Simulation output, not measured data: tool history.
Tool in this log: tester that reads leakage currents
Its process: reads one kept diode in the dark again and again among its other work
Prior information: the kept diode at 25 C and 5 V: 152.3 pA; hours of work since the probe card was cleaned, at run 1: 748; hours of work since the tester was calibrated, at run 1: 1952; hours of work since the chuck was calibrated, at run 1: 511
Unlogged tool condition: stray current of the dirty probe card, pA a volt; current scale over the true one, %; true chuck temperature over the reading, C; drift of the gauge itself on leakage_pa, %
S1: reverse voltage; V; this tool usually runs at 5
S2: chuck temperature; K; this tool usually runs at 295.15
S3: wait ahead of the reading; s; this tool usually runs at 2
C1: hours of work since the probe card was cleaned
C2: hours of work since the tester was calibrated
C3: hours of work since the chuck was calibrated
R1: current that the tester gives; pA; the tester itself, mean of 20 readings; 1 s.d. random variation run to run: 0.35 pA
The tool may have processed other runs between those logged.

| run | day | S1 | S2 | S3 | C1 | C2 | C3 | R1 |
|---|---|---|---|---|---|---|---|---|
| 1 | 0 | 5 | 295.15 | 2 | 748 | 1952 | 511 | 127.41 |
| 2 | 6.617 | 5 | 295.15 | 2 | 864 | 2068 | 627 | 130.32 |
| 3 | 14.379 | 5 | 294.15 | 2 | 1001 | 2204 | 763 | 122.38 |
| 4 | 19.329 | 5 | 295.15 | 2 | 1087 | 2291 | 850 | 135.46 |
| 5 | 27.358 | 5 | 295.15 | 2 | 1229 | 2432 | 991 | 139.5 |
| 6 | 32.721 | 5 | 295.15 | 2 | 1323 | 2526 | 1085 | 143.18 |
| 7 | 38.729 | 5 | 295.15 | 2 | 1428 | 2632 | 1191 | 144.06 |
|  | 43.879 | chuck's temperature calibrated |
| 8 | 46.212 | 5 | 295.15 | 2 | 1558 | 2762 | 41 | 124.24 |
|  | 49.962 | tester calibrated |
| 9 | 50.446 | 5 | 295.15 | 2 | 1631 | 8 | 114 | 125.83 |
| 10 | 56.696 | 5 | 295.15 | 3.76 | 1741 | 118 | 224 | 128.04 |
| 11 | 60.367 | 5 | 295.15 | 3.76 | 1805 | 183 | 288 | 129.17 |
|  | 69.342 | probe card cleaned and baked |
| 12 | 69.342 | 5 | 295.15 | 3.76 | 0 | 338 | 443 | 120.99 |
| 13 | 74.3 | 5 | 295.15 | 3.76 | 87 | 425 | 530 | 122.59 |
|  | 79.096 | tester calibrated, once more |
| 14 | 80.55 | 5 | 296.15 | 3.76 | 195 | 26 | 639 | 139.4 |
| 15 | 85.167 | 3.78 | 325.15 | 4.65 | 276 | 107 | 720 | 1577.57 |
| 16 | 93.246 | 3.78 | 325.15 | 4.65 | 418 | 248 | 862 | 1596.28 |
| 17 | 100.083 | 1.23 | 325.15 | 3.95 | 538 | 368 | 982 | 836.93 |
| 18 | 107.654 | 5 | 307.15 | 1.6 | 671 | 501 | 1115 | 416.53 |

How the hidden state differs across the entries between the runs, from the last listed run before each to the first after it:
Run 7 -> run 8: chuck's temperature calibrated (day 43.879)
  stray current of the dirty probe card, pA a volt: 1.793 -> 1.956; current scale over the true one, %: -0.72 -> -0.76; true chuck temperature over the reading, C: 1.83 -> 0.1
  measured result minus the result with no hidden state, R1: +30.25 -> +9.86 pA
Run 8 -> run 9: tester calibrated (day 49.962)
  stray current of the dirty probe card, pA a volt: 1.956 -> 2.053; current scale over the true one, %: -0.76 -> -0.94; true chuck temperature over the reading, C: 0.1 -> 0.21
  measured result minus the result with no hidden state, R1: +9.86 -> +11.35 pA
Run 11 -> run 12: probe card cleaned and baked (day 69.342)
  stray current of the dirty probe card, pA a volt: 2.259 -> 0.025; current scale over the true one, %: -0.99 -> -1.03; true chuck temperature over the reading, C: 0.46 -> 0.69
  measured result minus the result with no hidden state, R1: +15.23 -> +6.82 pA
Run 13 -> run 14: tester calibrated, once more (day 79.096)
  stray current of the dirty probe card, pA a volt: 0.127 -> 0.249; current scale over the true one, %: -1.05 -> -0.1; true chuck temperature over the reading, C: 0.81 -> 0.98
  measured result minus the result with no hidden state, R1: +8.67 -> +13.7 pA
